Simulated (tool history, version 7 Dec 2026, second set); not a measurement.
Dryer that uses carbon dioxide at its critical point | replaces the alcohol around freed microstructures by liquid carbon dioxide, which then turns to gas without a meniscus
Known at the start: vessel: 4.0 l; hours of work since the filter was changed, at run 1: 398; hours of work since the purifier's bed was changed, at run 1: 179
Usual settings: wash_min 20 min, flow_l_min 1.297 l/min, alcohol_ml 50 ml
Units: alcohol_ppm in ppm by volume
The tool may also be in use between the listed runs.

run     day  wash_min  flow_l_min  alcohol_ml  hours of work since the filter was changed  hours of work since the purifier's bed was changed  alcohol_ppm
  1       0        20       1.297          50                                         398                                                 179           96
  2   0.542        20       1.297          50                                         406                                                 187           99
  3     1.7        20       1.297          50                                         425                                                 206           99
  4   2.338        20       1.297          90                                         435                                                 216          154
      2.888  -- inlet filter changed
  5   3.404        20       1.297          90                                           8                                                 232          114
  6   4.483        20       1.297          50                                          25                                                 249           85
  7   5.692        20       1.297          50                                          45                                                 269           98
  8   6.683        20        0.79          50                                          60                                                 284          476
  9   7.375        20        0.79          50                                          72                                                 295          481
 10   7.996        20        0.79          50                                          81                                                 305          478
 11   9.062        20        0.79          50                                          98                                                 322          500
 12   9.825        20        0.79          50                                         111                                                 334          515
 13  10.417        20        1.71          50                                         120                                                 344           77
 14  11.438        20       1.297          50                                         136                                                 360          115
 15    12.4        20       1.297          50                                         152                                                 375          122
 16  13.058        20       1.297          25                                         162                                                 386           98
 17  13.867        20       1.297          25                                         175                                                 399          106
 18  15.154        30       1.297          25                                         195                                                 419           83
 19  15.892        30       1.297          25                                         207                                                 431           93
 20  16.454        30       1.297          25                                         216                                                 440           88
 21    17.6        15       1.297          25                                         234                                                 458          188
 22  18.425        15       1.297          25                                         248                                                 471          195
 23  19.204        20       1.297          50                                         260                                                 484          150
 24  19.775        23       1.297          50                                         269                                                 493          125
 25  20.783        30        1.96          29                                         285                                                 509           97
 26  21.846        30        1.96          81                                         302                                                 526          113
 27  22.858        31        1.19          21                                         318                                                 542          106
 28  23.962        31        1.19          21                                         336                                                 560          109
 29  25.238        15        1.75          21                                         356                                                 580          138
 30  25.821        15        1.75          29                                         365                                                 589          160
 31   26.85        14        1.29          22                                         382                                                 606          251
 32  27.775        14        1.17          22                                         397                                                 620          320
 33  28.429        20         1.3          60                                         407                                                 631          199
 34  29.567        20         1.3          60                                         425                                                 649          210
 35  30.425        26       1.297          50                                         439                                                 663          147
     30.783  -- inlet filter changed
 36  31.112        26       1.297          50                                           5                                                 673          142
 37  31.867        20        1.56          80                                          17                                                 685          158
 38  32.688        20        1.17          67                                          30                                                 698          230
 39  33.604        20        1.17          67                                          45                                                 713          228
 40  34.146        23        0.88          42                                          54                                                 721          272
 41  34.779        23        1.05          42                                          64                                                 731          193
 42  35.362        23        1.05          42                                          73                                                 741          211
 43  36.662        22        1.83          42                                          94                                                 761          166
 44  37.671        22        1.83          42                                         110                                                 777          146
 45  38.229        21        1.08          50                                         119                                                 786          242
 46  39.258        22        1.01          47                                         135                                                 803          260

5 ways to go on from here, each from the tool as it stands after run 46. What would each give?
  A  39.846        13        1.01          63                                         144                                                 812            ?
  B  39.846        20        1.08          43                                         144                                                 812            ?
  C  39.846        28       1.297         104                                         144                                                 812            ?
  D  39.846        20        1.01         100                                         144                                                 812            ?
  E  39.846        19         0.9          64                                         144                                                 812            ?

run  alcohol_ppm
  A         1091
  B          259
  C          178
  D          495
  E          574
Without the tool's hidden state the same runs would have given:
run  alcohol_ppm
  A          847
  B           86
  C           17
  D          289
  E          370
